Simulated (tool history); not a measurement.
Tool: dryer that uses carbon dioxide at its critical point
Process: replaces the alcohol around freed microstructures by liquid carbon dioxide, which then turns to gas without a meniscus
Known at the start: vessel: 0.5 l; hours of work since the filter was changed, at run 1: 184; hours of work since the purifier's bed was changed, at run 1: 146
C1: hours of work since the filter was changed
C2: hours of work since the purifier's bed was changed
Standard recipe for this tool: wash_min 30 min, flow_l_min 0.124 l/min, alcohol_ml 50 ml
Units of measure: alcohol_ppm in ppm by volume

Run 1, hour 0: usual settings; C1 184; C2 146. Result: alcohol_ppm 412 ppm by volume.
Run 2, hour 8.4: usual settings; C1 187; C2 149. Result: alcohol_ppm 390 ppm by volume.
Run 3, hour 20.4: usual settings but wash_min 26 min; C1 191; C2 153. Result: alcohol_ppm 797 ppm by volume.
Run 4, hour 35.3: usual settings; C1 197; C2 158. Result: alcohol_ppm 401 ppm by volume.
Run 5, hour 43.4: usual settings but wash_min 33 min; C1 200; C2 161. Result: alcohol_ppm 248 ppm by volume.
Run 6, hour 60: usual settings but alcohol_ml 110 ml; C1 205; C2 166. Result: alcohol_ppm 855 ppm by volume.
Run 7, hour 67.5: usual settings; C1 208; C2 169. Result: alcohol_ppm 400 ppm by volume.
Run 8, hour 77.9: usual settings but alcohol_ml 44 ml; C1 212; C2 173. Result: alcohol_ppm 384 ppm by volume.
Run 9, hour 92.9: usual settings but alcohol_ml 44 ml; C1 217; C2 178. Result: alcohol_ppm 377 ppm by volume.
Run 10, hour 104.2: usual settings but alcohol_ml 44 ml; C1 221; C2 182. Result: alcohol_ppm 384 ppm by volume.
Run 11, hour 118.5: usual settings but alcohol_ml 44 ml; C1 226; C2 187. Result: alcohol_ppm 390 ppm by volume.
Run 12, hour 134.2: usual settings but alcohol_ml 44 ml; C1 231; C2 192. Result: alcohol_ppm 416 ppm by volume.
Run 13, hour 143.3: usual settings but wash_min 42 min; C1 234; C2 196. Result: alcohol_ppm 90 ppm by volume.
Run 14, hour 150.3: usual settings but wash_min 42 min; C1 237; C2 198. Result: alcohol_ppm 86 ppm by volume.
Run 15, hour 158.7: usual settings but wash_min 42 min; C1 240; C2 201. Result: alcohol_ppm 90 ppm by volume.
Run 16, hour 166: usual settings but alcohol_ml 29 ml; C1 242; C2 203. Result: alcohol_ppm 297 ppm by volume.
Run 17, hour 174.6: usual settings but flow_l_min 0.095 l/min, alcohol_ml 29 ml; C1 245; C2 206. Result: alcohol_ppm 933 ppm by volume.
Run 18, hour 190.6: usual settings but flow_l_min 0.095 l/min, alcohol_ml 29 ml; C1 251; C2 212. Result: alcohol_ppm 950 ppm by volume.
At hour 202.9: inlet filter changed.
Run 19, hour 202.9: usual settings but wash_min 19 min; C1 0; C2 216. Result: alcohol_ppm 2186 ppm by volume.
Run 20, hour 217.1: usual settings but wash_min 19 min; C1 5; C2 221. Result: alcohol_ppm 2187 ppm by volume.
Run 21, hour 233.7: usual settings but wash_min 41 min; C1 11; C2 227. Result: alcohol_ppm 75 ppm by volume.
Run 22, hour 247.2: usual settings but wash_min 41 min; C1 15; C2 231. Result: alcohol_ppm 87 ppm by volume.
Run 23, hour 259.2: usual settings but wash_min 41 min; C1 20; C2 236. Result: alcohol_ppm 89 ppm by volume.
Run 24, hour 269: usual settings but wash_min 41 min; C1 23; C2 239. Result: alcohol_ppm 84 ppm by volume.

What will run 25 give?
Run 25, hour 282.3: usual settings but wash_min 47 min, flow_l_min 0.106 l/min, alcohol_ml 35 ml; C1 28; C2 244. Result: alcohol_ppm ?.

Logged for run 25: alcohol_ppm 87 ppm by volume.
The same run, on a tool lacking any hidden state, would have yielded alcohol_ppm 34 ppm by volume.
